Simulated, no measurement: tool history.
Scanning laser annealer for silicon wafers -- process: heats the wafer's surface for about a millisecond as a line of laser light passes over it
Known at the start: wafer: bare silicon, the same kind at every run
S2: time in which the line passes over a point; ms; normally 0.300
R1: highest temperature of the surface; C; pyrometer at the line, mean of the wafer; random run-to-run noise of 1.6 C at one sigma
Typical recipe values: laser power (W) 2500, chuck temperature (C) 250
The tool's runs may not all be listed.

run 1 hour=0.0 | laser_power_(W)=2500 S2=0.300 chuck_temperature_(C)=250 | R1=1020
run 2 hour=67.3 | laser_power_(W)=2500 S2=0.300 chuck_temperature_(C)=250 | R1=1021
run 3 hour=135.4 | laser_power_(W)=2500 S2=0.300 chuck_temperature_(C)=250 | R1=1016
run 4 hour=225.9 | laser_power_(W)=2500 S2=0.283 chuck_temperature_(C)=250 | R1=988
run 5 hour=285.7 | laser_power_(W)=2500 S2=0.283 chuck_temperature_(C)=250 | R1=991
run 6 hour=326.3 | laser_power_(W)=2500 S2=0.283 chuck_temperature_(C)=248 | R1=985
run 7 hour=388.2 | laser_power_(W)=2500 S2=0.283 chuck_temperature_(C)=248 | R1=985
run 8 hour=428.5 | laser_power_(W)=2500 S2=0.309 chuck_temperature_(C)=250 | R1=1025
run 9 hour=520.4 | laser_power_(W)=2500 S2=0.309 chuck_temperature_(C)=210 | R1=986
run 10 hour=601.0 | laser_power_(W)=2500 S2=0.309 chuck_temperature_(C)=210 | R1=980
run 11 hour=690.7 | laser_power_(W)=2500 S2=0.309 chuck_temperature_(C)=210 | R1=979
run 12 hour=747.6 | laser_power_(W)=2439 S2=0.248 chuck_temperature_(C)=210 | R1=866
run 13 hour=821.5 | laser_power_(W)=2254 S2=0.266 chuck_temperature_(C)=235 | R1=862
run 14 hour=874.0 | laser_power_(W)=2425 S2=0.283 chuck_temperature_(C)=265 | R1=968
-- hour=947.9 window over the wafer cleaned
run 15 hour=962.9 | laser_power_(W)=2500 S2=0.296 chuck_temperature_(C)=272 | R1=1048
run 16 hour=1028.7 | laser_power_(W)=2500 S2=0.296 chuck_temperature_(C)=272 | R1=1049
run 17 hour=1113.2 | laser_power_(W)=2500 S2=0.296 chuck_temperature_(C)=272 | R1=1048
run 18 hour=1151.3 | laser_power_(W)=2500 S2=0.296 chuck_temperature_(C)=284 | R1=1056
run 19 hour=1203.6 | laser_power_(W)=2606 S2=0.300 chuck_temperature_(C)=252 | R1=1065
run 20 hour=1257.2 | laser_power_(W)=2606 S2=0.221 chuck_temperature_(C)=286 | R1=968
run 21 hour=1348.8 | laser_power_(W)=2606 S2=0.215 chuck_temperature_(C)=268 | R1=938

Branching from run 21: 3 alternative next runs. What would each branch give?
run A hour=1429.2 | laser_power_(W)=2490 S2=0.269 chuck_temperature_(C)=268 | R1=?
run B hour=1429.2 | laser_power_(W)=2606 S2=0.228 chuck_temperature_(C)=221 | R1=?
run C hour=1429.2 | laser_power_(W)=2408 S2=0.371 chuck_temperature_(C)=210 | R1=?

run=A R1=990
run=B R1=915
run=C R1=1051
Stripped of hidden state, with their random variation kept, the same runs would have yielded:
run=A R1=1002
run=B R1=926
run=C R1=1066

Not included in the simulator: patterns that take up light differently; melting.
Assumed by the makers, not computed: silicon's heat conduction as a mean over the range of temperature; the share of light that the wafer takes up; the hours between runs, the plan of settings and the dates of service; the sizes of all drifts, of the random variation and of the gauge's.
